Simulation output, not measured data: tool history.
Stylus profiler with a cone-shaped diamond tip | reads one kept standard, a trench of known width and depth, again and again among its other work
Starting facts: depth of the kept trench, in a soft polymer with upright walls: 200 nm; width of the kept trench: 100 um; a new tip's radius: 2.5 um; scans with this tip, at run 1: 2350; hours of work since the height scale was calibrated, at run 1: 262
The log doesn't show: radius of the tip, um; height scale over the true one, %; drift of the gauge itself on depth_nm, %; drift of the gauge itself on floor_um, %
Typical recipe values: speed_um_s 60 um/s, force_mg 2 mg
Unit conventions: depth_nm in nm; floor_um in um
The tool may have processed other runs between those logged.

| run | day | speed_um_s | force_mg | scans with this tip | hours of work since the height scale was calibrated | depth_nm | floor_um |
|---|---|---|---|---|---|---|---|
| 1 | 0 | 60 | 2 | 2350 | 262 | 202.11 | 97.73 |
| 2 | 0.45 | 60 | 2 | 2415 | 269 | 202.05 | 97.7 |
| 3 | 0.754 | 60 | 3.72 | 2458 | 274 | 203.25 | 97.72 |
| 4 | 1.154 | 60 | 3.72 | 2516 | 281 | 203.28 | 97.78 |
| 5 | 1.442 | 60 | 3.72 | 2558 | 285 | 203.26 | 97.76 |
| 6 | 1.912 | 60 | 5.72 | 2626 | 293 | 204.3 | 97.78 |
| 7 | 2.208 | 60 | 5.72 | 2668 | 298 | 204.3 | 97.8 |
| 8 | 2.6 | 60 | 0.72 | 2725 | 304 | 201.05 | 97.62 |
| 9 | 2.942 | 74 | 2 | 2774 | 310 | 202.11 | 97.69 |
| 10 | 3.425 | 60 | 2 | 2844 | 317 | 202.11 | 97.67 |
| 11 | 3.871 | 60 | 2 | 2908 | 325 | 202.05 | 97.68 |
| 12 | 4.142 | 60 | 2 | 2947 | 329 | 202.08 | 97.74 |
| 13 | 4.504 | 60 | 2 | 3000 | 335 | 202.11 | 97.6 |
| 14 | 4.771 | 60 | 2 | 3038 | 339 | 202.06 | 97.67 |
| 15 | 5.238 | 60 | 1.38 | 3106 | 347 | 201.68 | 97.61 |
| 16 | 5.712 | 60 | 1.04 | 3174 | 354 | 201.32 | 97.61 |
| 17 | 6.033 | 60 | 1.04 | 3220 | 359 | 201.31 | 97.59 |
| 18 | 6.496 | 60 | 2 | 3287 | 367 | 202.09 | 97.65 |
| 19 | 6.862 | 60 | 2 | 3340 | 373 | 202.13 | 97.66 |
| 20 | 7.408 | 60 | 2 | 3418 | 381 | 202.05 | 97.64 |
| 21 | 7.762 | 60 | 2 | 3470 | 387 | 202.05 | 97.65 |
| 22 | 8.392 | 60 | 2 | 3561 | 397 | 202.05 | 97.61 |
| 23 | 8.704 | 60 | 2 | 3605 | 402 | 202.12 | 97.62 |
| 24 | 9.1 | 60 | 2 | 3663 | 409 | 202.1 | 97.59 |
| 25 | 9.496 | 60 | 1.37 | 3720 | 415 | 201.62 | 97.55 |
| 26 | 9.946 | 27 | 2 | 3785 | 422 | 202.02 | 97.69 |
| 27 | 10.554 | 147 | 2.32 | 3873 | 432 | 202.3 | 97.35 |
| 28 | 10.996 | 224 | 2.89 | 3936 | 439 | 202.7 | 97.17 |
| 29 | 11.583 | 106 | 1.17 | 4021 | 449 | 201.46 | 97.32 |
| 30 | 12.038 | 153 | 5.03 | 4086 | 456 | 203.92 | 97.43 |
| 31 | 12.658 | 153 | 5.03 | 4176 | 466 | 203.93 | 97.47 |
| 32 | 13.221 | 46 | 2.21 | 4257 | 475 | 202.24 | 97.65 |
| 33 | 13.629 | 46 | 2.21 | 4316 | 482 | 202.21 | 97.59 |
| 34 | 14.1 | 46 | 2.21 | 4384 | 489 | 202.19 | 97.61 |
| 35 | 14.642 | 18 | 5.66 | 4462 | 498 | 204.31 | 97.7 |
| 36 | 15.238 | 82 | 3.93 | 4548 | 507 | 203.28 | 97.58 |
| 37 | 15.658 | 34 | 0.79 | 4609 | 514 | 200.98 | 97.55 |
| 38 | 15.988 | 45 | 1.98 | 4657 | 520 | 202.04 | 97.58 |
| 39 | 16.538 | 96 | 1.98 | 4736 | 528 | 202.03 | 97.48 |
| 40 | 16.925 | 146 | 1.42 | 4792 | 535 | 201.6 | 97.24 |
| 41 | 17.496 | 237 | 4.65 | 4874 | 544 | 203.71 | 97.22 |
| 42 | 17.942 | 237 | 4.65 | 4938 | 551 | 203.69 | 97.25 |
| 43 | 18.4 | 60 | 2.37 | 5004 | 558 | 202.32 | 97.55 |
| 44 | 18.746 | 152 | 2.7 | 5054 | 564 | 202.51 | 97.32 |
| 45 | 19.067 | 135 | 2.44 | 5101 | 569 | 202.34 | 97.44 |
| 46 | 19.433 | 104 | 0.68 | 5154 | 575 | 200.9 | 97.26 |
| 47 | 19.858 | 104 | 0.68 | 5215 | 582 | 200.91 | 97.17 |
| 48 | 20.2 | 28 | 2.24 | 5264 | 587 | 202.18 | 97.59 |

Hidden state or all else? Some run-to-run changes of depth_nm, split into what the settings, what came in and random variation would give without the hidden state, and what is left for the hidden state (with any gauge scatter that isn't in both results):
Run 1 -> 2: nothing adjusted, nothing logged. depth_nm -0.06 nm: hidden state -0.01, all else -0.05.
Run 4 -> 5: nothing adjusted, nothing logged. depth_nm -0.02 nm: hidden state +0.01, all else -0.03.
Run 5 -> 6: force_mg 3.72 -> 5.72. depth_nm +1.04 nm: hidden state -0.01, all else +1.05.
Run 7 -> 8: force_mg 5.72 -> 0.72. depth_nm -3.25 nm: hidden state +0, all else -3.25.
Run 29 -> 30: speed_um_s 106 -> 153, force_mg 1.17 -> 5.03. depth_nm +2.46 nm: hidden state +0, all else +2.46.
Run 36 -> 37: speed_um_s 82 -> 34, force_mg 3.93 -> 0.79. depth_nm -2.3 nm: hidden state +0, all else -2.3.

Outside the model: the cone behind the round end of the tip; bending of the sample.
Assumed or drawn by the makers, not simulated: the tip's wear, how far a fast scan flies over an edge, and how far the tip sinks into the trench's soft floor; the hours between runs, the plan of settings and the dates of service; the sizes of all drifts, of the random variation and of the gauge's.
